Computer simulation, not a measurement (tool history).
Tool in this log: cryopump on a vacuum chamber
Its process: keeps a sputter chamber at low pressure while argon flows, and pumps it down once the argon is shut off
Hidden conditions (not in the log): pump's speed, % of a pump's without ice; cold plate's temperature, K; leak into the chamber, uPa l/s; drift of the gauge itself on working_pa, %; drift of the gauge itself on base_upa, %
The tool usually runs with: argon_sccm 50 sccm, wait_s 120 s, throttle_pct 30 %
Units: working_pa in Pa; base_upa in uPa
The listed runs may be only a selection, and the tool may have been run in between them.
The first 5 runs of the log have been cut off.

run   hour  argon_sccm  wait_s  throttle_pct  hours of work since the pump was warmed up and emptied  hours of work since the cold head was overhauled  hours of work since the chamber's fittings were tightened  working_pa  base_upa
  6  126.8          50     120            30                                                     300                                               300                                                        792      0.1885      1.52
  7  150.3          50     120            30                                                     314                                               314                                                        805      0.1895      1.62
  8  176.5          50     172            30                                                     329                                               329                                                        820       0.189      1.32
  9  194.5          50     172            30                                                     339                                               339                                                        831      0.1918      1.33
 10  222.6          50     172            30                                                     355                                               355                                                        847        0.19      1.36
 11  250.6          50     181            30                                                     372                                               372                                                        863      0.1915      1.36
 12  275.8          50     120            30                                                     386                                               386                                                        878      0.1923      1.57
 13  295.3          50     120            23                                                     397                                               397                                                        889      0.2481      1.68
 14  316.6          50     120            23                                                     410                                               410                                                        901       0.249      1.61
 15  332.9          50     120            23                                                     419                                               419                                                        911      0.2479      1.63
 16  369.5          50     120            23                                                     440                                               440                                                        932      0.2481      1.69
 17  395.3          50     120            23                                                     455                                               455                                                        947      0.2476      1.68
 18  417.4          50     120            23                                                     468                                               468                                                        959      0.2492      1.68
 19  448.4          50      37            30                                                     486                                               486                                                        977      0.1934      3.44
 20  464.2          46      91            41                                                     495                                               495                                                        986      0.1337      1.94
 21  480.9          46      91            41                                                     505                                               505                                                        996      0.1329      1.99
 22  502.9          46      91            41                                                     517                                               517                                                       1009      0.1348      2.03
 23  530.7          41      68            24                                                     533                                               533                                                       1025      0.1969      2.38
 24  553.6          41      68            24                                                     546                                               546                                                       1038      0.1966      2.34
 25  569.2          93     120            51                                                     555                                               555                                                       1047       0.223       1.8
 26  587.9          34      72            51                                                     566                                               566                                                       1058      0.0816      2.36
 27  613.9          50      24            30                                                     581                                               581                                                       1073       0.196      5.15
 28  644.1          24      24            23                                                     599                                               599                                                       1090       0.121      5.04
 29  674.2          26     113            26                                                     616                                               616                                                       1107      0.1178      1.81
 30  705.8          26     113            21                                                     634                                               634                                                       1126      0.1442      1.95

Run 31, settings as shown, results not yet in. Your forecast:
 31  728.7          49     125            22                                                     648                                               648                                                       1139           ?         ?

For run 31 the tool returned working_pa 0.2601 Pa, base_upa 1.84 uPa.
Had the tool carried no hidden state, the very same run would have given working_pa 0.2462 Pa, base_upa 0.96 uPa.
